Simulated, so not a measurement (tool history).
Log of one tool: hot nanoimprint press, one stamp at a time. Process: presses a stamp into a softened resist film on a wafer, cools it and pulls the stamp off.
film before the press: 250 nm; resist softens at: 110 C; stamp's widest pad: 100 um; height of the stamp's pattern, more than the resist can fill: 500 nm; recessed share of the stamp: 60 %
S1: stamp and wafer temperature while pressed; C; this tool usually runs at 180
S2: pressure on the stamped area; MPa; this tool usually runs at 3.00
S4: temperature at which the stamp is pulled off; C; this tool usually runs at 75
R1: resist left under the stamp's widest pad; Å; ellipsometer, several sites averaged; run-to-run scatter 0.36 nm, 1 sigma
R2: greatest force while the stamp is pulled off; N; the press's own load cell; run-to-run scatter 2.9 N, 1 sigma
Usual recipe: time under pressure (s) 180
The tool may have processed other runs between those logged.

{"run": 1, "hour": 0.0, "S1": 180, "S2": 3.0, "time under pressure (s)": 180, "S4": 75, "R1": 937, "R2": 165}
{"run": 2, "hour": 24.2, "S1": 180, "S2": 2.48, "time under pressure (s)": 180, "S4": 75, "R1": 1039, "R2": 169}
{"hour": 46.7, "done": "plate thermocouple calibrated"}
{"run": 3, "hour": 47.0, "S1": 180, "S2": 2.48, "time under pressure (s)": 180, "S4": 75, "R1": 1020, "R2": 169}
{"run": 4, "hour": 66.8, "S1": 180, "S2": 2.48, "time under pressure (s)": 180, "S4": 75, "R1": 1013, "R2": 175}
{"run": 5, "hour": 86.0, "S1": 180, "S2": 3.0, "time under pressure (s)": 180, "S4": 75, "R1": 906, "R2": 175}
{"run": 6, "hour": 106.1, "S1": 180, "S2": 3.0, "time under pressure (s)": 180, "S4": 75, "R1": 907, "R2": 173}
{"run": 7, "hour": 130.3, "S1": 180, "S2": 3.0, "time under pressure (s)": 180, "S4": 75, "R1": 904, "R2": 179}
{"hour": 147.3, "done": "stamp cleaned and given a new release coat"}
{"run": 8, "hour": 149.3, "S1": 180, "S2": 3.0, "time under pressure (s)": 180, "S4": 75, "R1": 905, "R2": 127}
{"run": 9, "hour": 168.1, "S1": 180, "S2": 3.0, "time under pressure (s)": 180, "S4": 71, "R1": 901, "R2": 146}
{"hour": 182.3, "done": "plate thermocouple calibrated, once more"}
{"run": 10, "hour": 189.5, "S1": 180, "S2": 3.0, "time under pressure (s)": 180, "S4": 71, "R1": 958, "R2": 151}
{"run": 11, "hour": 203.6, "S1": 180, "S2": 3.0, "time under pressure (s)": 180, "S4": 75, "R1": 950, "R2": 136}
{"run": 12, "hour": 222.4, "S1": 180, "S2": 4.7, "time under pressure (s)": 180, "S4": 75, "R1": 729, "R2": 141}
{"run": 13, "hour": 244.8, "S1": 180, "S2": 4.42, "time under pressure (s)": 180, "S4": 75, "R1": 757, "R2": 146}
{"run": 14, "hour": 256.0, "S1": 180, "S2": 1.92, "time under pressure (s)": 180, "S4": 75, "R1": 1234, "R2": 142}
{"run": 15, "hour": 274.3, "S1": 180, "S2": 1.92, "time under pressure (s)": 180, "S4": 75, "R1": 1236, "R2": 146}
{"run": 16, "hour": 298.3, "S1": 180, "S2": 1.92, "time under pressure (s)": 180, "S4": 75, "R1": 1233, "R2": 151}
{"run": 17, "hour": 311.3, "S1": 180, "S2": 3.0, "time under pressure (s)": 180, "S4": 75, "R1": 958, "R2": 149}
{"run": 18, "hour": 330.9, "S1": 180, "S2": 4.19, "time under pressure (s)": 167, "S4": 64, "R1": 794, "R2": 183}
{"run": 19, "hour": 342.2, "S1": 180, "S2": 4.19, "time under pressure (s)": 167, "S4": 64, "R1": 796, "R2": 200}
{"run": 20, "hour": 353.6, "S1": 187, "S2": 2.67, "time under pressure (s)": 359, "S4": 64, "R1": 624, "R2": 194}
{"run": 21, "hour": 372.6, "S1": 190, "S2": 3.12, "time under pressure (s)": 240, "S4": 83, "R1": 589, "R2": 136}
{"run": 22, "hour": 390.8, "S1": 190, "S2": 3.12, "time under pressure (s)": 240, "S4": 83, "R1": 584, "R2": 132}
{"run": 23, "hour": 403.4, "S1": 190, "S2": 3.12, "time under pressure (s)": 240, "S4": 83, "R1": 582, "R2": 135}
{"run": 24, "hour": 416.2, "S1": 180, "S2": 2.37, "time under pressure (s)": 180, "S4": 75, "R1": 1082, "R2": 166}
{"run": 25, "hour": 434.1, "S1": 180, "S2": 2.77, "time under pressure (s)": 310, "S4": 75, "R1": 822, "R2": 163}
{"run": 26, "hour": 449.5, "S1": 180, "S2": 2.77, "time under pressure (s)": 310, "S4": 75, "R1": 829, "R2": 171}
{"run": 27, "hour": 463.4, "S1": 180, "S2": 2.07, "time under pressure (s)": 221, "S4": 75, "R1": 1094, "R2": 171}
{"run": 28, "hour": 483.4, "S1": 180, "S2": 3.52, "time under pressure (s)": 221, "S4": 75, "R1": 803, "R2": 171}

A few steps of R1 between consecutive runs. Split each: what settings, incoming material and random variation would produce without the hidden state, and what is left over for the hidden state, along with gauge scatter present in only one of the two compared results (measured, and without hidden state):
The hidden state here: true temperature over the reading, C; pressure that arrives at the usual setting, %; grip of the stamp's worn release coat, % over a new coat's; drift of the gauge itself on residual_nm, %; drift of the gauge itself on pull_off_n, %.
Run 2 -> 3: plate thermocouple calibrated. R1 -19 Å: hidden state -23, all else +4.
Run 9 -> 10: plate thermocouple calibrated, once more. R1 +57 Å: hidden state +58, all else -1.
Run 13 -> 14: S2 4.42 -> 1.92. R1 +477 Å: hidden state -5, all else +482.
Run 23 -> 24: S1 190 -> 180, S2 3.12 -> 2.37, time under pressure (s) 240 -> 180, S4 83 -> 75. R1 +500 Å: hidden state -11, all else +511.
